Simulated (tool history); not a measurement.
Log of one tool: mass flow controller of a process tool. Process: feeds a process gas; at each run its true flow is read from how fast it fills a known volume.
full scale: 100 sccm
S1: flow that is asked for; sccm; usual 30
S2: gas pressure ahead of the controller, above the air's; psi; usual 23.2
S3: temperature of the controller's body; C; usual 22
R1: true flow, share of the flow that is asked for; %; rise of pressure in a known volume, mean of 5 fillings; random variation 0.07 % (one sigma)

| run | hour | S1 | S2 | S3 | R1 |
|---|---|---|---|---|---|
| 1 | 0.0 | 30 | 23.2 | 22 | 98.61 |
| 2 | 115.5 | 30 | 20.5 | 22 | 98.76 |
| 3 | 208.0 | 30 | 20.5 | 22 | 98.71 |
| 4 | 342.3 | 30 | 20.5 | 22 | 98.71 |
| 5 | 472.2 | 30 | 20.5 | 22 | 98.67 |
| 6 | 546.4 | 30 | 20.5 | 22 | 98.74 |
| 7 | 637.0 | 30 | 20.5 | 34 | 98.32 |
| 8 | 707.6 | 30 | 20.7 | 22 | 98.71 |
| 9 | 852.8 | 30 | 20.7 | 22 | 98.72 |
| 10 | 916.5 | 30 | 20.7 | 22 | 98.70 |
| 11 | 1030.0 | 30 | 20.7 | 27 | 98.41 |
| 12 | 1127.6 | 30 | 20.7 | 27 | 98.43 |
| 13 | 1248.0 | 30 | 20.7 | 27 | 98.43 |
| 14 | 1330.5 | 30 | 20.7 | 27 | 98.44 |
| 15 | 1401.3 | 30 | 20.7 | 27 | 98.50 |
| 16 | 1538.1 | 93 | 36.1 | 39 | 99.13 |
| 17 | 1662.4 | 93 | 36.1 | 39 | 99.12 |
| 18 | 1742.4 | 45 | 23.2 | 34 | 98.53 |

Forecast run 19:
| 19 | 1805.4 | 15 | 27.6 | 26 | ? |

R1: 97.93 %
Without the tool's hidden state the same run would have given R1 97.95 %.

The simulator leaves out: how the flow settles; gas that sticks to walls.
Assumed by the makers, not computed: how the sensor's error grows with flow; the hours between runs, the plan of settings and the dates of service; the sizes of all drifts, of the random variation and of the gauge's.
